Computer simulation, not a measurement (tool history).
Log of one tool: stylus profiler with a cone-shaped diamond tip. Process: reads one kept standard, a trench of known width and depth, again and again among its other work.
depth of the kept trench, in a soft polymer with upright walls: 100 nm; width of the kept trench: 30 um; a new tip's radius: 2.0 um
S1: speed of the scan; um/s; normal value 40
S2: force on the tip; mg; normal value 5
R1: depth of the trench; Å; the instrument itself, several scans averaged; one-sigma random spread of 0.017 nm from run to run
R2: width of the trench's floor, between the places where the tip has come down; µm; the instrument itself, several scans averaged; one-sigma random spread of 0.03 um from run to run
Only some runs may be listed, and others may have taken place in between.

run 1 hour=0 | S1=40 S2=5 | R1=1016.5 R2=28.61
run 2 hour=40.4 | S1=40 S2=5 | R1=1016.4 R2=28.59
run 3 hour=64.2 | S1=40 S2=5 | R1=1016.2 R2=28.61
run 4 hour=102.4 | S1=40 S2=6.59 | R1=1019.7 R2=28.58
run 5 hour=125.6 | S1=40 S2=6.59 | R1=1019.8 R2=28.58
run 6 hour=179.5 | S1=40 S2=6.59 | R1=1019.8 R2=28.59
run 7 hour=233.7 | S1=40 S2=13.97 | R1=1033 R2=28.54
run 8 hour=273.6 | S1=40 S2=13.97 | R1=1033.2 R2=28.58
run 9 hour=305 | S1=40 S2=5 | R1=1016 R2=28.53
run 10 hour=351.5 | S1=40 S2=5 | R1=1016 R2=28.57
run 11 hour=401.3 | S1=41 S2=5 | R1=1015.9 R2=28.54
run 12 hour=436.2 | S1=156 S2=8.05 | R1=1022.5 R2=28.32
run 13 hour=469.7 | S1=38 S2=4.48 | R1=1014.5 R2=28.48
run 14 hour=519.9 | S1=40 S2=5.08 | R1=1016 R2=28.52
run 15 hour=568.9 | S1=95 S2=3.99 | R1=1013.8 R2=28.37
run 16 hour=619.6 | S1=20 S2=6.52 | R1=1019.2 R2=28.55
run 17 hour=649.3 | S1=74 S2=13.76 | R1=1032.4 R2=28.44
run 18 hour=689.6 | S1=23 S2=5.92 | R1=1017.9 R2=28.48
run 19 hour=739.1 | S1=138 S2=10.09 | R1=1025.9 R2=28.36
run 20 hour=788.4 | S1=138 S2=10.09 | R1=1025.9 R2=28.29

Below are 3 alternative next runs, each starting from the tool's condition after run 20. Predict each:
run A hour=822.8 | S1=11 S2=1.96 | R1=? R2=?
run B hour=822.8 | S1=138 S2=7.36 | R1=? R2=?
run C hour=822.8 | S1=44 S2=4.12 | R1=? R2=?

run=A R1=1007.7 R2=28.49
run=B R1=1020.9 R2=28.28
run=C R1=1013.5 R2=28.41
Stripped of hidden state, with their random variation kept, the same runs would have yielded:
run=A R1=1009 R2=28.7
run=B R1=1022.2 R2=28.49
run=C R1=1014.8 R2=28.61

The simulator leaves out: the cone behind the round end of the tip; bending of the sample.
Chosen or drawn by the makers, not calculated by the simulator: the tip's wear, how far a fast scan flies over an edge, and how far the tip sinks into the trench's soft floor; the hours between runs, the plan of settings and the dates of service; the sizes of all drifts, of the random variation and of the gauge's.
